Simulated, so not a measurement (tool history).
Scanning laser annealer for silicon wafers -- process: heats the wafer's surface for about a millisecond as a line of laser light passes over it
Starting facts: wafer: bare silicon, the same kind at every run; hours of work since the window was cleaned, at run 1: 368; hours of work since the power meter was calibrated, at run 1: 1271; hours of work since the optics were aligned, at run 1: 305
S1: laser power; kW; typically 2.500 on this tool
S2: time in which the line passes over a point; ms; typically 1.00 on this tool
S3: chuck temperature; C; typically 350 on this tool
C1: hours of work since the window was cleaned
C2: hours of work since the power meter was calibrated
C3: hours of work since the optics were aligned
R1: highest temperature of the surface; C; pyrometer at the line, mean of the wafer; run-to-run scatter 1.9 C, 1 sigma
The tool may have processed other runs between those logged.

run	hour	S1	S2	S3	C1	C2	C3	R1
1	0.0	2.500	1.00	350	368	1271	305	1163
2	96.2	2.500	1.00	350	441	1344	377	1161
3	151.0	2.500	1.00	350	482	1385	419	1157
4	248.2	2.500	1.00	350	555	1458	492	1152
5	298.1	2.500	1.00	350	593	1496	530	1156
6	364.0	2.500	1.22	350	642	1545	579	1237
7	426.6	2.500	1.22	350	690	1592	626	1236
8	528.8	2.500	1.22	350	767	1669	703	1231
9	621.5	2.500	1.22	350	836	1739	773	1228
10	718.5	2.500	1.22	350	910	1812	846	1224
# hour 748.3: window over the wafer cleaned
11	771.2	2.682	1.00	378	17	1851	884	1282
12	850.0	2.195	0.84	335	77	1910	944	971
13	903.0	2.231	0.80	360	117	1950	984	992
14	988.3	2.549	0.77	348	181	2014	1048	1077
15	1077.4	2.549	0.77	348	248	2081	1115	1075
16	1151.8	2.625	1.00	359	304	2137	1171	1218
17	1202.0	2.627	0.77	359	342	2175	1209	1108
18	1294.2	2.376	0.77	342	411	2245	1278	999
19	1389.8	2.376	0.77	342	483	2317	1351	996

What differs in the tool's unlogged condition from the final listed run ahead of each entry between runs to the first listed run following it?
In the gap between runs 10 and 11: window over the wafer cleaned (hour 748.3)
  light that passes the window, % of a clean one's: 96.15 -> 99.89; laser's true power over the reading, %: -0.55 -> -0.56; width of the line over the set one, %: 1.38 -> 1.44
  measured result minus the result with no hidden state, R1: -60 -> -17 C

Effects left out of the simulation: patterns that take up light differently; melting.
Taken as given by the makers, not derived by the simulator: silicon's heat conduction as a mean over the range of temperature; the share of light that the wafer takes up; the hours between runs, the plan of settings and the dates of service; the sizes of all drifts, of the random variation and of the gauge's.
